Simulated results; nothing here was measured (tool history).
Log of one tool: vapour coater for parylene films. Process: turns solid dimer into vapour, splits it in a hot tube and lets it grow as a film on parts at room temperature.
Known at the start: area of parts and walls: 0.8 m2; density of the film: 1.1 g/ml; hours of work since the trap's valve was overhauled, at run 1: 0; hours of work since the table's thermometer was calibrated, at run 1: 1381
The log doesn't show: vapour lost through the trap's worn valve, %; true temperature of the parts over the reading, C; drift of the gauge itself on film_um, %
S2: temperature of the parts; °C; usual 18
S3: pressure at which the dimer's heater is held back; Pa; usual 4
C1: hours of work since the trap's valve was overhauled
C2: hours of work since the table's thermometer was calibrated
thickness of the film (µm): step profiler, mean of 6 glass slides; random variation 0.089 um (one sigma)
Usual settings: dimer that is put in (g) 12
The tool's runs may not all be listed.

Run 1, hour 0: usual settings; C1 0; C2 1381. Result: thickness of the film (µm) 10.44.
Run 2, hour 35.1: usual settings; C1 31; C2 1412. Result: thickness of the film (µm) 10.5.
Run 3, hour 65.4: usual settings but dimer that is put in (g) 7; C1 58; C2 1439. Result: thickness of the film (µm) 6.03.
Run 4, hour 117.7: usual settings but dimer that is put in (g) 11; C1 104; C2 1485. Result: thickness of the film (µm) 9.45.
Run 5, hour 157.9: usual settings but dimer that is put in (g) 11, S3 3.69 Pa; C1 139; C2 1520. Result: thickness of the film (µm) 9.58.
Run 6, hour 217.3: usual settings but dimer that is put in (g) 11, S3 9.36 Pa; C1 192; C2 1573. Result: thickness of the film (µm) 7.91.
Run 7, hour 265: usual settings but S3 9.29 Pa; C1 234; C2 1615. Result: thickness of the film (µm) 8.57.
Run 8, hour 310.2: usual settings but S2 15 °C; C1 274; C2 1655. Result: thickness of the film (µm) 10.61.
Run 9, hour 368: usual settings but dimer that is put in (g) 11; C1 325; C2 1706. Result: thickness of the film (µm) 9.01.
Run 10, hour 397.9: usual settings but dimer that is put in (g) 11; C1 351; C2 1732. Result: thickness of the film (µm) 8.92.
Run 11, hour 446.7: usual settings but dimer that is put in (g) 21; C1 394; C2 1775. Result: thickness of the film (µm) 16.78.
Run 12, hour 474.2: usual settings but dimer that is put in (g) 7; C1 418; C2 1799. Result: thickness of the film (µm) 5.57.
Run 13, hour 507.5: usual settings but dimer that is put in (g) 7, S3 3.39 Pa; C1 448; C2 1829. Result: thickness of the film (µm) 5.86.
At hour 527: table's thermometer calibrated.
Run 14, hour 565.8: usual settings but dimer that is put in (g) 7, S3 3.39 Pa; C1 498; C2 34. Result: thickness of the film (µm) 5.9.
Run 15, hour 608.8: usual settings but dimer that is put in (g) 7, S3 6.99 Pa; C1 536; C2 72. Result: thickness of the film (µm) 5.11.
Run 16, hour 658.5: usual settings but dimer that is put in (g) 7, S3 6.99 Pa; C1 580; C2 116. Result: thickness of the film (µm) 5.02.
At hour 699.1: trap's valve overhauled.
Run 17, hour 700.4: usual settings but dimer that is put in (g) 6, S2 14 °C, S3 4.81 Pa; C1 1; C2 149. Result: thickness of the film (µm) 5.73.
Run 18, hour 737.9: usual settings but S2 14 °C, S3 4.39 Pa; C1 34; C2 183. Result: thickness of the film (µm) 11.57.
Run 19, hour 771.2: usual settings but S2 14 °C, S3 4.39 Pa; C1 64; C2 212. Result: thickness of the film (µm) 11.58.
Run 20, hour 831.5: usual settings but dimer that is put in (g) 7, S2 30 °C; C1 117; C2 265. Result: thickness of the film (µm) 4.49.
Run 21, hour 865.5: usual settings but dimer that is put in (g) 5, S2 14 °C, S3 4.83 Pa; C1 147; C2 295. Result: thickness of the film (µm) 4.66.
Run 22, hour 920.5: usual settings but dimer that is put in (g) 18, S3 2.08 Pa; C1 195; C2 344. Result: thickness of the film (µm) 17.46.
Run 23, hour 949.9: usual settings but dimer that is put in (g) 22, S2 29 °C, S3 7.82 Pa; C1 221; C2 370. Result: thickness of the film (µm) 12.43.
Run 24, hour 999.1: usual settings but dimer that is put in (g) 14, S2 11 °C; C1 265; C2 413. Result: thickness of the film (µm) 14.21.

4 ways to go on from here, each from the tool as it stands after run 24. What would each give?
Run A, hour 1047.9: usual settings; C1 308; C2 456. Result: thickness of the film (µm) ?.
Run B, hour 1047.9: usual settings but dimer that is put in (g) 22, S2 26 °C; C1 308; C2 456. Result: thickness of the film (µm) ?.
Run C, hour 1047.9: usual settings but dimer that is put in (g) 7, S2 15 °C, S3 4.54 Pa; C1 308; C2 456. Result: thickness of the film (µm) ?.
Run D, hour 1047.9: usual settings but dimer that is put in (g) 8, S2 16 °C, S3 9.66 Pa; C1 308; C2 456. Result: thickness of the film (µm) ?.

run  thickness of the film (µm)
  A                          10
  B                       15.19
  C                        6.19
  D                        5.98
Without the tool's hidden state the same runs would have given:
run  thickness of the film (µm)
  A                       10.77
  B                       16.37
  C                        6.67
  D                        6.44

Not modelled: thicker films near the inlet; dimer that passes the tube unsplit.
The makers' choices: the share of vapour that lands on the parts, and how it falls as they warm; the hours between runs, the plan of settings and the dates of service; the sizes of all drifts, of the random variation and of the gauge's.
